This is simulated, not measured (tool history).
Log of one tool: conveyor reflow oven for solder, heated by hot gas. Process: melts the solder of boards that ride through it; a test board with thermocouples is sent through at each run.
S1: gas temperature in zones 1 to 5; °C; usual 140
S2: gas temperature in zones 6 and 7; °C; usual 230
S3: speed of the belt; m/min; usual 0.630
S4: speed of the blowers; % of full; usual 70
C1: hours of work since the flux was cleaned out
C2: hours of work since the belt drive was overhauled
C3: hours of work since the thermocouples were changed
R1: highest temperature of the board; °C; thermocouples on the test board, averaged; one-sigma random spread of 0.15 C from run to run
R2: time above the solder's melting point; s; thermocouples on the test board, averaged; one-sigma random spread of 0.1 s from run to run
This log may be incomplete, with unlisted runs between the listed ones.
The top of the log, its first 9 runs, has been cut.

run	hour	S1	S2	S3	S4	C1	C2	C3	R1	R2
10	496.4	132	239	0.630	70	74	90	292	223.2	44.5
11	568.6	132	239	0.630	70	117	134	335	222.8	44.5
12	644.2	132	239	0.630	70	163	180	381	223.0	44.3
13	675.6	132	239	0.630	70	182	199	400	222.7	44.5
14	733.2	127	239	0.630	70	217	234	435	222.0	42.6
# hour 784.7: flux residue cleaned out of gas plates and filters
15	784.7	127	239	0.630	70	0	262	464	223.0	43.6
16	839.6	140	226	0.630	70	33	295	497	213.8	41.8
17	883.1	148	241	0.630	75	60	322	523	229.4	51.5
18	948.3	148	228	0.630	75	99	361	563	217.9	46.5
19	1004.1	148	228	0.630	75	133	395	597	217.7	46.6
20	1057.2	148	228	0.630	75	165	427	629	217.6	46.6
21	1096.3	140	218	0.750	70	189	451	653	201.4	25.6
22	1160.5	140	218	0.750	70	228	490	691	201.1	25.7
# hour 1195.4: flux residue cleaned out of gas plates and filters
23	1211.1	154	225	0.630	70	10	518	719	215.5	47.4
24	1284.4	140	236	0.686	70	54	562	764	220.1	41.4
25	1356.1	144	230	0.630	58	97	606	807	214.5	42.5
26	1423.5	134	230	0.522	79	138	646	848	223.5	56.4

Predict the results of run 27:
27	1498.2	134	228	0.736	77	184	692	893	?	?

Run 27 measured R1 211.6 °C, R2 32.6 s.
With no hidden state in the tool, this same run would have given R1 210.6 °C, R2 32.0 s.

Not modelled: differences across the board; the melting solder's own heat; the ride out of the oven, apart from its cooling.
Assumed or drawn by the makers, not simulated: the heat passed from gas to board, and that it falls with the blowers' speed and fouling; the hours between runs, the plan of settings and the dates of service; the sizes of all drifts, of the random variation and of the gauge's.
